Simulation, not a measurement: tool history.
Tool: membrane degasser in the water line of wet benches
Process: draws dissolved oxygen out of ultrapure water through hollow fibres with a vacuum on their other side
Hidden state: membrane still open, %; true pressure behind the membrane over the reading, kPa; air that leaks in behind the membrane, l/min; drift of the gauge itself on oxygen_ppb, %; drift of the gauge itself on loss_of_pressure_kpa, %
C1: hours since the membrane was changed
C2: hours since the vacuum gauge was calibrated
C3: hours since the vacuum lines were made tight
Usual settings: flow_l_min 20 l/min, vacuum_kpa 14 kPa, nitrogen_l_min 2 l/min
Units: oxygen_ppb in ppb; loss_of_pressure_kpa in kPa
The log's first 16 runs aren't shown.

Run 17, hour 2139.6: usual settings but flow_l_min 22 l/min, vacuum_kpa 26.4 kPa, nitrogen_l_min 4.62 l/min; C1 2882; C2 2181; C3 546. Result: oxygen_ppb 307.7 ppb, loss_of_pressure_kpa 63.31 kPa.
Run 18, hour 2331.5: usual settings but flow_l_min 13 l/min, nitrogen_l_min 0.85 l/min; C1 3074; C2 2373; C3 738. Result: oxygen_ppb 375.6 ppb, loss_of_pressure_kpa 37.43 kPa.
Run 19, hour 2540.3: usual settings but flow_l_min 16 l/min, vacuum_kpa 23.5 kPa, nitrogen_l_min 0.85 l/min; C1 3283; C2 2581; C3 947. Result: oxygen_ppb 809 ppb, loss_of_pressure_kpa 46.25 kPa.
Run 20, hour 2680.3: usual settings but flow_l_min 19 l/min, vacuum_kpa 17.8 kPa, nitrogen_l_min 3.71 l/min; C1 3423; C2 2721; C3 1087. Result: oxygen_ppb 213.1 ppb, loss_of_pressure_kpa 54.71 kPa.
Run 21, hour 2781.3: usual settings but flow_l_min 17 l/min, vacuum_kpa 18.3 kPa, nitrogen_l_min 1.9 l/min; C1 3524; C2 2822; C3 1188. Result: oxygen_ppb 335.9 ppb, loss_of_pressure_kpa 49.26 kPa.
Run 22, hour 2991.9: usual settings but vacuum_kpa 24.2 kPa, nitrogen_l_min 3.25 l/min; C1 3734; C2 3033; C3 1398. Result: oxygen_ppb 341.2 ppb, loss_of_pressure_kpa 58.24 kPa.
Run 23, hour 3100.4: usual settings but vacuum_kpa 24.2 kPa, nitrogen_l_min 3.25 l/min; C1 3843; C2 3142; C3 1507. Result: oxygen_ppb 344.1 ppb, loss_of_pressure_kpa 58.19 kPa.
Run 24, hour 3313.8: usual settings but flow_l_min 19 l/min, vacuum_kpa 17.4 kPa, nitrogen_l_min 4.78 l/min; C1 4056; C2 3355; C3 1720. Result: oxygen_ppb 172.1 ppb, loss_of_pressure_kpa 55.37 kPa.
Run 25, hour 3473.3: usual settings but flow_l_min 13 l/min, vacuum_kpa 34.2 kPa, nitrogen_l_min 2.52 l/min; C1 4216; C2 3514; C3 1880. Result: oxygen_ppb 392.1 ppb, loss_of_pressure_kpa 37.73 kPa.
At hour 3543.8: vacuum gauge calibrated.
Run 26, hour 3625.8: usual settings but nitrogen_l_min 4.34 l/min; C1 4368; C2 82; C3 2032. Result: oxygen_ppb 162.1 ppb, loss_of_pressure_kpa 58.22 kPa.
Run 27, hour 3805.2: usual settings but vacuum_kpa 10.5 kPa, nitrogen_l_min 4.34 l/min; C1 4547; C2 261; C3 2211. Result: oxygen_ppb 124.3 ppb, loss_of_pressure_kpa 58.32 kPa.
Run 28, hour 3931.5: usual settings but vacuum_kpa 29.1 kPa; C1 4673; C2 388; C3 2338. Result: oxygen_ppb 611.5 ppb, loss_of_pressure_kpa 58.89 kPa.
Run 29, hour 4125.7: usual settings but flow_l_min 23 l/min, vacuum_kpa 9.8 kPa, nitrogen_l_min 4.22 l/min; C1 4868; C2 582; C3 2532. Result: oxygen_ppb 146.1 ppb, loss_of_pressure_kpa 67.04 kPa.
Run 30, hour 4283.9: usual settings but flow_l_min 17 l/min, vacuum_kpa 9.7 kPa, nitrogen_l_min 3.25 l/min; C1 5026; C2 740; C3 2690. Result: oxygen_ppb 112.3 ppb, loss_of_pressure_kpa 49.42 kPa.
Run 31, hour 4463.6: usual settings but flow_l_min 12 l/min, vacuum_kpa 10.6 kPa; C1 5205; C2 920; C3 2870. Result: oxygen_ppb 118.4 ppb, loss_of_pressure_kpa 35.33 kPa.

5 ways to go on from here, each from the tool as it stands after run 31. What would each give?
Run A, hour 4613.2: usual settings but nitrogen_l_min 2.85 l/min; C1 5355; C2 1069; C3 3019. Result: oxygen_ppb ?, loss_of_pressure_kpa ?.
Run B, hour 4613.2: usual settings but flow_l_min 28 l/min, vacuum_kpa 26.8 kPa, nitrogen_l_min 1.83 l/min; C1 5355; C2 1069; C3 3019. Result: oxygen_ppb ?, loss_of_pressure_kpa ?.
Run C, hour 4613.2: usual settings but nitrogen_l_min 1.8 l/min; C1 5355; C2 1069; C3 3019. Result: oxygen_ppb ?, loss_of_pressure_kpa ?.
Run D, hour 4613.2: usual settings but flow_l_min 12 l/min, vacuum_kpa 10.6 kPa, nitrogen_l_min 1.24 l/min; C1 5355; C2 1069; C3 3019. Result: oxygen_ppb ?, loss_of_pressure_kpa ?.
Run E, hour 4613.2: usual settings but flow_l_min 19 l/min, vacuum_kpa 10.6 kPa, nitrogen_l_min 0.92 l/min; C1 5355; C2 1069; C3 3019. Result: oxygen_ppb ?, loss_of_pressure_kpa ?.

run  oxygen_ppb  loss_of_pressure_kpa
  A       222.6                 58.93
  B       837.5                  82.7
  C       317.8                 58.98
  D       180.4                 35.38
  E       366.6                 56.09
Without the tool's hidden state the same runs would have given:
run  oxygen_ppb  loss_of_pressure_kpa
  A       208.9                 55.39
  B         815                 77.72
  C       303.7                 55.44
  D       174.3                 33.25
  E       353.5                 52.72
